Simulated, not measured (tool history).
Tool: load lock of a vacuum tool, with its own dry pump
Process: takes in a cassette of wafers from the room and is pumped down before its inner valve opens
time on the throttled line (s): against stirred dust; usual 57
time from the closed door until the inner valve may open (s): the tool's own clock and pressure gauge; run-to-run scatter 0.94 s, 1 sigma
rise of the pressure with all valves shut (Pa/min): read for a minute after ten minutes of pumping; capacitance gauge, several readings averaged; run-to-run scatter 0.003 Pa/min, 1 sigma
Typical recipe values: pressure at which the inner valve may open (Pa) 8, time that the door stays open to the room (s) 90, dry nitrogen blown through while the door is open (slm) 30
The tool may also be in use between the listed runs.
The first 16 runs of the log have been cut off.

run,hour,time on the throttled line (s),pressure at which the inner valve may open (Pa),time that the door stays open to the room (s),dry nitrogen blown through while the door is open (slm),hours that the pump has run since its overhaul,times that the door has closed on its seal,"incoming humidity of the room's air, %",time from the closed door until the inner valve may open (s),rise of the pressure with all valves shut (Pa/min)
17,2586.2,29,11,90,30,11060,29722,43.7,144.4,0.075
18,2793.7,57,8,90,35,11267,30556,45.0,166.2,0.079
19,2966.1,57,8,90,35,11440,31250,46.8,167.5,0.085
20,3114.5,43,12,25,9,11588,31846,48.3,152.3,0.087
21,3268.9,43,12,25,9,11743,32467,45.1,151.2,0.087
22,3437.2,74,11,25,23,11911,33143,43.5,176.3,0.081
23,3540.9,42,16,89,5,12015,33560,45.5,149.1,0.110
24,3673.8,57,6,105,30,12148,34094,46.6,173.9,0.097
25,3869.4,41,11,130,8,12343,34881,41.4,154.6,0.119
26,4077.6,41,11,130,8,12551,35718,45.0,154.5,0.124
27,4199.8,57,8,90,6,12673,36209,44.4,167.5,0.117
28,4316.8,48,8,90,30,12791,36679,42.9,162.8,0.106
29,4529.7,57,9,90,13,13003,37535,44.0,167.7,0.118
30,4628.5,46,7,238,11,13102,37932,45.1,163.7,0.153
31,4755.3,46,7,238,11,13229,38442,44.5,165.2,0.158
32,4955.9,30,15,49,5,13430,39248,44.9,144.7,0.124
33,5128.1,92,8,45,4,13602,39941,47.7,191.8,0.124
34,5283.7,84,8,90,12,13757,40566,48.3,185.7,0.132
35,5478.6,57,6,116,10,13952,41350,41.7,175.7,0.136

For run 36, what comes out?
36,5615.1,57,12,29,8,14089,41898,48.3,?,?

time from the closed door until the inner valve may open (s): 164.2
rise of the pressure with all valves shut (Pa/min): 0.124
Were there no unlogged condition in the tool, this run, its random variation unchanged, would have produced time from the closed door until the inner valve may open (s) 142.9, rise of the pressure with all valves shut (Pa/min) 0.019.
